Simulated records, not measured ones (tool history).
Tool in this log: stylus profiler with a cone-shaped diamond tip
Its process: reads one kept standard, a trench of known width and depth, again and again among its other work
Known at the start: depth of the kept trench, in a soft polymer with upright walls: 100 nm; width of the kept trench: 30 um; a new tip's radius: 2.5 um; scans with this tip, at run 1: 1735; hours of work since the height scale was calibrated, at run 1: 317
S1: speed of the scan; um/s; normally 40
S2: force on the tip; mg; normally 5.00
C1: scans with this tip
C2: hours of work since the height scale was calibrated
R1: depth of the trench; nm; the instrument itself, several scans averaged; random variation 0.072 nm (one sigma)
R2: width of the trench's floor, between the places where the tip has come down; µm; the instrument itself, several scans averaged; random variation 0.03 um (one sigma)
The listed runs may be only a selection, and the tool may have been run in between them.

run	hour	S1	S2	C1	C2	R1	R2
1	0.0	40	5.00	1735	317	102.15	28.37
2	13.3	40	2.19	1767	323	101.39	28.21
3	33.0	40	5.00	1813	331	102.09	28.31
4	56.0	10	5.00	1867	341	102.00	28.44
5	76.5	10	5.00	1915	350	102.06	28.39
6	99.9	10	5.00	1970	360	102.15	28.41
7	115.2	10	5.00	2006	367	101.91	28.42
8	134.4	10	5.00	2051	375	102.03	28.36
9	153.8	40	5.00	2097	383	101.96	28.37
10	179.9	40	6.04	2158	394	102.29	28.29
11	191.4	40	5.00	2185	399	102.11	28.39
12	215.8	40	5.00	2243	410	101.99	28.33
13	230.0	17	5.00	2276	416	102.11	28.35
14	248.2	17	5.00	2319	424	101.93	28.37
15	263.3	40	10.32	2354	430	103.16	28.30
16	285.1	47	5.00	2406	440	102.13	28.30
17	308.6	47	5.00	2461	450	102.08	28.24
18	328.8	47	5.00	2508	458	102.09	28.22
# hour 331.2: height scale calibrated on a step standard
19	353.8	47	5.00	2566	10	102.06	28.28
20	373.0	40	6.92	2611	18	102.62	28.26
21	387.8	68	5.00	2646	24	102.21	28.23
22	411.7	68	5.00	2702	35	102.22	28.14
# hour 434.9: height scale calibrated on a step standard, once more
23	434.9	68	7.55	2756	0	102.52	28.22
24	447.6	13	3.75	2785	5	101.61	28.38
25	468.5	129	2.09	2835	14	100.98	27.84
26	479.6	40	7.32	2861	19	102.47	28.26
27	496.6	125	3.87	2901	27	101.63	27.96
28	513.5	155	2.69	2940	34	101.31	27.79
29	526.2	69	8.99	2970	39	102.84	28.25
30	537.7	69	4.90	2997	44	102.00	28.17
31	563.9	19	11.65	3059	55	103.39	28.29
32	575.1	19	11.65	3085	60	103.26	28.36
33	600.6	19	11.65	3145	71	103.36	28.36
34	617.2	17	3.30	3184	78	101.43	28.27
35	640.1	24	8.78	3238	88	102.73	28.30
36	663.3	23	12.40	3293	98	103.48	28.29
37	685.8	23	12.40	3346	108	103.39	28.32
38	708.4	100	11.61	3399	118	103.47	28.15
39	722.0	100	11.61	3431	123	103.33	28.14
40	740.4	58	5.20	3474	131	101.80	28.17
41	755.3	13	1.85	3509	138	100.98	28.26
42	776.8	13	1.85	3560	147	101.09	28.27
43	793.9	13	1.85	3600	154	101.11	28.22
44	809.3	13	1.85	3636	161	101.00	28.28
45	830.7	13	1.85	3686	170	101.08	28.25
46	854.1	13	1.85	3741	180	101.07	28.30

3 ways to go on from here, each from the tool as it stands after run 46. What would each give?
A	865.2	105	1.76	3768	185	?	?
B	865.2	94	3.41	3768	185	?	?
C	865.2	13	8.79	3768	185	?	?

run	R1	R2
A	101.09	27.84
B	101.72	27.99
C	102.85	28.33
Stripped of hidden state, with their random variation kept, the same runs would have yielded:
run	R1	R2
A	100.98	28.12
B	101.60	28.27
C	102.74	28.61

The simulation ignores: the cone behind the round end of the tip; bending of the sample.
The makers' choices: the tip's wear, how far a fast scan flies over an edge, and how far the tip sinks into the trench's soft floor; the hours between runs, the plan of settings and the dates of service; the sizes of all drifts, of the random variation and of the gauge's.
